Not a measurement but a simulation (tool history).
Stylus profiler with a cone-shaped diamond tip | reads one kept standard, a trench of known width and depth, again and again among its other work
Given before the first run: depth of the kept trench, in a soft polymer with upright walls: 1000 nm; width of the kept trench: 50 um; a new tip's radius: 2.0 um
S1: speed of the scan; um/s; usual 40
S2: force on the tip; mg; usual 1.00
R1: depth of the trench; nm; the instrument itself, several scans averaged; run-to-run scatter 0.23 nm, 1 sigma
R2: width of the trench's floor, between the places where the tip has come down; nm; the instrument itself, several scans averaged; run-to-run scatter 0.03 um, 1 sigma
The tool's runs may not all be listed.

| run | hour | S1 | S2 | R1 | R2 |
|---|---|---|---|---|---|
| 1 | 0.0 | 40 | 1.00 | 1010.08 | 44740 |
| 2 | 35.0 | 40 | 1.00 | 1010.25 | 44670 |
| 3 | 60.8 | 40 | 1.00 | 1010.03 | 44670 |
| 4 | 110.4 | 40 | 1.62 | 1013.15 | 44580 |
| 5 | 170.1 | 40 | 1.62 | 1013.45 | 44550 |
| 6 | 217.2 | 40 | 1.62 | 1013.47 | 44450 |
| 7 | 254.4 | 40 | 1.00 | 1010.13 | 44340 |
| 8 | 289.8 | 40 | 1.00 | 1010.17 | 44300 |
| 9 | 315.5 | 28 | 1.00 | 1009.88 | 44330 |
| 10 | 348.2 | 40 | 1.01 | 1010.34 | 44210 |
| 11 | 380.1 | 40 | 0.68 | 1008.41 | 44160 |
| 12 | 413.3 | 40 | 0.68 | 1008.27 | 44130 |
| 13 | 445.2 | 40 | 0.68 | 1008.22 | 44040 |
| 14 | 492.8 | 40 | 0.68 | 1008.13 | 44010 |
| 15 | 544.4 | 40 | 0.68 | 1008.54 | 43900 |
| 16 | 571.1 | 40 | 2.32 | 1017.21 | 44070 |
| 17 | 601.2 | 40 | 2.32 | 1016.94 | 43920 |
| 18 | 644.5 | 40 | 2.32 | 1017.01 | 43860 |
| 19 | 680.3 | 40 | 2.32 | 1017.08 | 43860 |
| 20 | 705.3 | 35 | 0.90 | 1010.19 | 43790 |
| 21 | 766.4 | 35 | 0.90 | 1009.97 | 43710 |
| 22 | 808.8 | 35 | 0.90 | 1010.06 | 43600 |
| 23 | 843.6 | 83 | 0.97 | 1010.48 | 43350 |
| 24 | 872.0 | 27 | 1.93 | 1015.62 | 43650 |
| 25 | 931.3 | 27 | 1.93 | 1015.46 | 43650 |
| 26 | 974.6 | 32 | 1.77 | 1014.75 | 43470 |
| 27 | 1026.9 | 32 | 1.77 | 1012.14 | 46290 |
| 28 | 1087.4 | 80 | 1.32 | 1010.34 | 45910 |
| 29 | 1142.1 | 33 | 0.66 | 1006.31 | 45940 |
| 30 | 1178.3 | 47 | 2.70 | 1016.84 | 45920 |
| 31 | 1232.7 | 33 | 0.99 | 1008.54 | 45820 |
| 32 | 1274.6 | 120 | 0.44 | 1005.18 | 44940 |
| 33 | 1317.8 | 120 | 0.44 | 1005.21 | 44860 |
| 34 | 1366.1 | 120 | 0.44 | 1005.29 | 44750 |
| 35 | 1393.4 | 45 | 2.18 | 1015.04 | 45540 |
| 36 | 1437.4 | 77 | 2.77 | 1017.29 | 45370 |
| 37 | 1473.1 | 77 | 2.77 | 1017.57 | 45290 |
| 38 | 1530.1 | 77 | 2.77 | 1017.24 | 45190 |

Not shown here: 1 entry made in the log between runs. Locate each between two listed runs and compare the hidden state at the listed run before it with the hidden state at the listed run after it:
Runs 26 to 27: new tip fitted, height scale calibrated (hour 984.5)
  radius of the tip, um: 5.57 -> 2.11; height scale over the true one, %: 0.22 -> -0.033
  the result without the hidden state subtracted from the measured one, R1: +2.23 -> -0.33 nm; R2: -2910 -> -120 nm
